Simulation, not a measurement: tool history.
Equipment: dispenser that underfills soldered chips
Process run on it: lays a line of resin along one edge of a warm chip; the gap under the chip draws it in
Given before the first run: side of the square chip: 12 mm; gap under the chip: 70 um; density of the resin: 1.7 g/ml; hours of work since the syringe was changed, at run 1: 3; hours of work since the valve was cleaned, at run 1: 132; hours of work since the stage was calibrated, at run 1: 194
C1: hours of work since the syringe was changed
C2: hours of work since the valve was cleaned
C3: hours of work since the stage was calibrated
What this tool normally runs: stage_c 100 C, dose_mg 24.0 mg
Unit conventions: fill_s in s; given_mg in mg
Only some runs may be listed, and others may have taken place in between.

run 1 hour=0.0 | stage_c=100 dose_mg=24.0 | C1=3 C2=132 C3=194 | fill_s=96.7 given_mg=21.84
run 2 hour=4.0 | stage_c=100 dose_mg=24.0 | C1=6 C2=134 C3=197 | fill_s=105.8 given_mg=21.77
-- hour=5.7 new syringe of resin
run 3 hour=12.6 | stage_c=100 dose_mg=24.0 | C1=5 C2=140 C3=202 | fill_s=101.8 given_mg=21.79
-- hour=14.7 dispensing valve cleaned and set on the balance
-- hour=17.4 new syringe of resin
run 4 hour=20.1 | stage_c=100 dose_mg=24.0 | C1=2 C2=3 C3=206 | fill_s=91.7 given_mg=23.77
run 5 hour=26.0 | stage_c=100 dose_mg=24.0 | C1=6 C2=8 C3=211 | fill_s=104.4 given_mg=23.89
-- hour=27.8 new syringe of resin
run 6 hour=34.6 | stage_c=100 dose_mg=24.0 | C1=5 C2=13 C3=216 | fill_s=99.6 given_mg=23.72
-- hour=38.4 new syringe of resin
run 7 hour=43.8 | stage_c=100 dose_mg=24.0 | C1=4 C2=19 C3=222 | fill_s=96.3 given_mg=23.76
-- hour=48.9 new syringe of resin
run 8 hour=49.0 | stage_c=100 dose_mg=24.0 | C1=0 C2=23 C3=226 | fill_s=85.7 given_mg=23.72
run 9 hour=57.1 | stage_c=99 dose_mg=24.0 | C1=6 C2=28 C3=231 | fill_s=107.0 given_mg=23.70
-- hour=59.2 new syringe of resin
run 10 hour=61.1 | stage_c=99 dose_mg=24.0 | C1=1 C2=31 C3=234 | fill_s=90.2 given_mg=23.59
run 11 hour=68.8 | stage_c=99 dose_mg=24.0 | C1=7 C2=36 C3=239 | fill_s=108.3 given_mg=23.54
-- hour=69.8 new syringe of resin
run 12 hour=76.7 | stage_c=99 dose_mg=24.0 | C1=5 C2=41 C3=244 | fill_s=106.8 given_mg=23.41
-- hour=80.1 new syringe of resin
run 13 hour=85.4 | stage_c=111 dose_mg=22.4 | C1=4 C2=47 C3=250 | fill_s=70.5 given_mg=21.72
-- hour=90.4 new syringe of resin
run 14 hour=94.2 | stage_c=87 dose_mg=21.5 | C1=3 C2=53 C3=256 | fill_s=150.2 given_mg=20.72
-- hour=100.8 new syringe of resin
run 15 hour=102.6 | stage_c=99 dose_mg=28.9 | C1=1 C2=58 C3=261 | fill_s=91.0 given_mg=27.82
run 16 hour=109.7 | stage_c=99 dose_mg=28.9 | C1=6 C2=63 C3=266 | fill_s=104.8 given_mg=27.85
-- hour=111.3 new syringe of resin
run 17 hour=114.4 | stage_c=90 dose_mg=20.7 | C1=2 C2=66 C3=269 | fill_s=135.5 given_mg=19.85
-- hour=121.8 new syringe of resin
run 18 hour=122.9 | stage_c=89 dose_mg=24.4 | C1=1 C2=71 C3=274 | fill_s=127.4 given_mg=23.20
run 19 hour=127.7 | stage_c=112 dose_mg=24.4 | C1=4 C2=75 C3=278 | fill_s=68.9 given_mg=23.24
-- hour=132.4 new syringe of resin
run 20 hour=132.8 | stage_c=112 dose_mg=24.4 | C1=0 C2=78 C3=281 | fill_s=61.2 given_mg=23.26
run 21 hour=141.4 | stage_c=94 dose_mg=24.9 | C1=6 C2=84 C3=287 | fill_s=126.8 given_mg=23.57
-- hour=143.1 new syringe of resin
run 22 hour=148.4 | stage_c=103 dose_mg=26.9 | C1=4 C2=88 C3=291 | fill_s=84.0 given_mg=25.51
-- hour=153.4 new syringe of resin
run 23 hour=155.4 | stage_c=103 dose_mg=30.3 | C1=1 C2=93 C3=296 | fill_s=78.5 given_mg=28.54
run 24 hour=161.0 | stage_c=103 dose_mg=30.3 | C1=5 C2=97 C3=300 | fill_s=90.2 given_mg=28.50

Here are 3 independent what-if runs from the current tool condition. What would each one return?
-- hour=163.8 new syringe of resin
run A hour=168.4 | stage_c=100 dose_mg=31.2 | C1=3 C2=102 C3=305 | fill_s=? given_mg=?
-- hour=163.8 new syringe of resin
run B hour=168.4 | stage_c=98 dose_mg=30.4 | C1=3 C2=102 C3=305 | fill_s=? given_mg=?
-- hour=163.8 new syringe of resin
run C hour=168.4 | stage_c=105 dose_mg=28.4 | C1=3 C2=102 C3=305 | fill_s=? given_mg=?

run=A fill_s=95.3 given_mg=29.31
run=B fill_s=102.3 given_mg=28.32
run=C fill_s=82.8 given_mg=26.59
With no hidden state in the tool, these same runs would have given:
run=A fill_s=80.4 given_mg=31.36
run=B fill_s=86.3 given_mg=30.29
run=C fill_s=69.8 given_mg=28.45
